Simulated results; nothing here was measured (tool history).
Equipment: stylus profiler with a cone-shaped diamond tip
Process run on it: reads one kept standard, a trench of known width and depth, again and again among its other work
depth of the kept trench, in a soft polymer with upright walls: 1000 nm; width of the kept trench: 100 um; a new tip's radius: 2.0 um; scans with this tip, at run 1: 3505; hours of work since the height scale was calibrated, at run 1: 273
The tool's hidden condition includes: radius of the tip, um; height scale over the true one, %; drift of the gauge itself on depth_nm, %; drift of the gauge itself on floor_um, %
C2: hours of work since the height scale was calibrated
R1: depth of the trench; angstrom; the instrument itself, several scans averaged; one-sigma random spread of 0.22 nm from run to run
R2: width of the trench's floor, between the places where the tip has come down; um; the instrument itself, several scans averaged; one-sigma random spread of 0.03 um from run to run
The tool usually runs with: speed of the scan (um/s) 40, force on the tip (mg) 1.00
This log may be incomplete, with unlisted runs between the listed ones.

{"run": 1, "hour": 0.0, "speed of the scan (um/s)": 40, "force on the tip (mg)": 1.0, "scans with this tip": 3505, "C2": 273, "R1": 10031.8, "R2": 95.81}
{"run": 2, "hour": 17.0, "speed of the scan (um/s)": 40, "force on the tip (mg)": 1.01, "scans with this tip": 3606, "C2": 281, "R1": 10037.2, "R2": 95.85}
{"run": 3, "hour": 32.4, "speed of the scan (um/s)": 40, "force on the tip (mg)": 1.01, "scans with this tip": 3697, "C2": 288, "R1": 10031.6, "R2": 95.86}
{"run": 4, "hour": 45.7, "speed of the scan (um/s)": 134, "force on the tip (mg)": 1.01, "scans with this tip": 3777, "C2": 294, "R1": 10034.1, "R2": 94.92}
{"run": 5, "hour": 66.6, "speed of the scan (um/s)": 134, "force on the tip (mg)": 2.75, "scans with this tip": 3900, "C2": 304, "R1": 10079.8, "R2": 95.41}
{"run": 6, "hour": 86.2, "speed of the scan (um/s)": 134, "force on the tip (mg)": 2.75, "scans with this tip": 4017, "C2": 313, "R1": 10080.6, "R2": 95.43}
{"run": 7, "hour": 95.7, "speed of the scan (um/s)": 44, "force on the tip (mg)": 2.4, "scans with this tip": 4074, "C2": 317, "R1": 10068.4, "R2": 95.91}
{"run": 8, "hour": 114.6, "speed of the scan (um/s)": 44, "force on the tip (mg)": 2.4, "scans with this tip": 4185, "C2": 326, "R1": 10067.1, "R2": 95.9}
{"run": 9, "hour": 130.2, "speed of the scan (um/s)": 45, "force on the tip (mg)": 1.0, "scans with this tip": 4278, "C2": 333, "R1": 10031.4, "R2": 95.76}
{"run": 10, "hour": 142.8, "speed of the scan (um/s)": 45, "force on the tip (mg)": 1.0, "scans with this tip": 4353, "C2": 339, "R1": 10032.5, "R2": 95.74}
{"run": 11, "hour": 163.3, "speed of the scan (um/s)": 18, "force on the tip (mg)": 1.16, "scans with this tip": 4475, "C2": 349, "R1": 10035.0, "R2": 96.02}

Below are 5 alternative next runs, each starting from the tool's condition after run 11. Predict each:
{"run": "A", "hour": 184.2, "speed of the scan (um/s)": 14, "force on the tip (mg)": 2.4, "scans with this tip": 4599, "C2": 358, "R1": "?", "R2": "?"}
{"run": "B", "hour": 184.2, "speed of the scan (um/s)": 23, "force on the tip (mg)": 1.73, "scans with this tip": 4599, "C2": 358, "R1": "?", "R2": "?"}
{"run": "C", "hour": 184.2, "speed of the scan (um/s)": 38, "force on the tip (mg)": 1.16, "scans with this tip": 4599, "C2": 358, "R1": "?", "R2": "?"}
{"run": "D", "hour": 184.2, "speed of the scan (um/s)": 11, "force on the tip (mg)": 0.43, "scans with this tip": 4599, "C2": 358, "R1": "?", "R2": "?"}
{"run": "E", "hour": 184.2, "speed of the scan (um/s)": 40, "force on the tip (mg)": 0.54, "scans with this tip": 4599, "C2": 358, "R1": "?", "R2": "?"}

run=A R1=10066.6 R2=96.03
run=B R1=10053.6 R2=95.99
run=C R1=10034.7 R2=95.88
run=D R1=10015.2 R2=95.92
run=E R1=10012.1 R2=95.70
Without the tool's hidden state the same runs would have given:
run=A R1=10083.0 R2=96.41
run=B R1=10070.0 R2=96.37
run=C R1=10051.1 R2=96.26
run=D R1=10031.5 R2=96.31
run=E R1=10028.4 R2=96.08
